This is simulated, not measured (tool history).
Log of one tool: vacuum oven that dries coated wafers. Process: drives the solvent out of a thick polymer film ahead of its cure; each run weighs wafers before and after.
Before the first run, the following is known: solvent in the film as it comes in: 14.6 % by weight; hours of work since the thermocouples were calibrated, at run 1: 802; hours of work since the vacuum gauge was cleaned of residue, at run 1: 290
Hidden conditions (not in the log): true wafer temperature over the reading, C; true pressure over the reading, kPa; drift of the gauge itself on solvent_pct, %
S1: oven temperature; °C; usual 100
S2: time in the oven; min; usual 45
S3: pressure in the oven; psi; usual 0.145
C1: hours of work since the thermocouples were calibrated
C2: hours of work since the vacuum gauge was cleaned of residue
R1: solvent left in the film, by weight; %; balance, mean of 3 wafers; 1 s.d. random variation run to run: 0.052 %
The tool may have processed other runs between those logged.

| run | hour | S1 | S2 | S3 | C1 | C2 | R1 |
|---|---|---|---|---|---|---|---|
| 1 | 0 | 100 | 45 | 0.145 | 802 | 290 | 1.62 |
| 2 | 14 | 100 | 45 | 0.145 | 811 | 298 | 1.66 |
| 3 | 23.8 | 94 | 45 | 0.145 | 816 | 304 | 2.49 |
| 4 | 43.1 | 100 | 45 | 0.145 | 827 | 315 | 1.75 |
| 5 | 61.1 | 100 | 45 | 0.223 | 838 | 325 | 2.06 |
| 6 | 76.1 | 100 | 45 | 0.223 | 846 | 334 | 2.01 |
| 7 | 90.4 | 100 | 45 | 0.321 | 854 | 342 | 2.57 |
| 8 | 101.1 | 100 | 45 | 0.145 | 860 | 348 | 1.78 |
| 9 | 115 | 100 | 45 | 0.145 | 868 | 356 | 1.64 |
| 10 | 125 | 100 | 45 | 0.145 | 874 | 362 | 1.69 |
| 11 | 145.6 | 100 | 45 | 0.145 | 886 | 374 | 1.88 |
| 12 | 159.6 | 100 | 45 | 0.145 | 894 | 382 | 1.81 |
| 13 | 173 | 90 | 23 | 0.12 | 902 | 390 | 5.78 |
| 14 | 184.2 | 92 | 74 | 0.497 | 908 | 396 | 4.04 |
| 15 | 200.4 | 92 | 74 | 0.497 | 917 | 405 | 3.95 |
| 16 | 210 | 97 | 40 | 0.107 | 923 | 411 | 2.28 |
| 17 | 219.8 | 113 | 33 | 0.145 | 929 | 417 | 1.08 |
| 18 | 231.2 | 113 | 45 | 0.142 | 935 | 423 | 0.77 |
| 19 | 244.1 | 113 | 45 | 0.142 | 943 | 431 | 0.61 |
| 20 | 257.3 | 90 | 54 | 0.145 | 950 | 438 | 2.73 |
| 21 | 267.8 | 110 | 38 | 0.545 | 956 | 444 | 2.52 |
| 22 | 284.9 | 112 | 35 | 0.145 | 966 | 454 | 1.15 |
| 23 | 300.6 | 90 | 38 | 0.223 | 975 | 463 | 4.33 |

5 options for the next run, each taken on its own from the tool as it stands now. Forecast them:
| A | 313.1 | 100 | 45 | 0.142 | 982 | 470 | ? |
| B | 313.1 | 106 | 45 | 0.145 | 982 | 470 | ? |
| C | 313.1 | 87 | 38 | 0.223 | 982 | 470 | ? |
| D | 313.1 | 94 | 38 | 0.158 | 982 | 470 | ? |
| E | 313.1 | 111 | 31 | 0.234 | 982 | 470 | ? |

| run | R1 |
|---|---|
| A | 1.85 |
| B | 1.11 |
| C | 5.01 |
| D | 3.07 |
| E | 1.68 |
Without the tool's unlogged condition, the same runs would have read:
| run | R1 |
|---|---|
| A | 1.68 |
| B | 0.98 |
| C | 4.75 |
| D | 2.86 |
| E | 1.55 |
